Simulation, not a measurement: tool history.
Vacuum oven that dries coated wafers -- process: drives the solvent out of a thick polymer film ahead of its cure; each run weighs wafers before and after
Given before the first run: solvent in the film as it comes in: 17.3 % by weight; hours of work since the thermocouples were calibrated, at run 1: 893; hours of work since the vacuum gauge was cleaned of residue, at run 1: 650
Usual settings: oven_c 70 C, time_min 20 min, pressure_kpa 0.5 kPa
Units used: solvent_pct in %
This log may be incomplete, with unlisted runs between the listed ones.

run,hour,oven_c,time_min,pressure_kpa,hours of work since the thermocouples were calibrated,hours of work since the vacuum gauge was cleaned of residue,solvent_pct
1,0,70,20,0.5,893,650,3.56
2,25.7,70,20,0.5,908,664,3.67
3,60.9,69,20,0.5,927,684,4.1
4,103.2,69,20,0.5,951,708,4.05
5,141.9,55,20,0.5,973,730,9.28
6,168.1,55,20,1.045,988,744,9.47
7,198.6,72,34,1.253,1005,762,1.62
8,232,72,34,1.253,1024,780,1.55
9,251.6,70,20,0.355,1035,792,3.68
10,283.9,70,20,0.355,1053,810,3.73
11,302.8,70,23,0.5,1064,820,3.15

4 options for the next run, each taken on its own from the tool as it stands now. Forecast them:
A,337,65,19,0.285,1083,840,?
B,337,67,18,0.961,1083,840,?
C,337,57,32,1.317,1083,840,?
D,337,70,24,0.5,1083,840,?

run,solvent_pct
A,5.75
B,5.54
C,6.93
D,2.88
Without the tool's unlogged condition, the same runs would have read:
run,solvent_pct
A,4.96
B,4.76
C,6.02
D,2.21
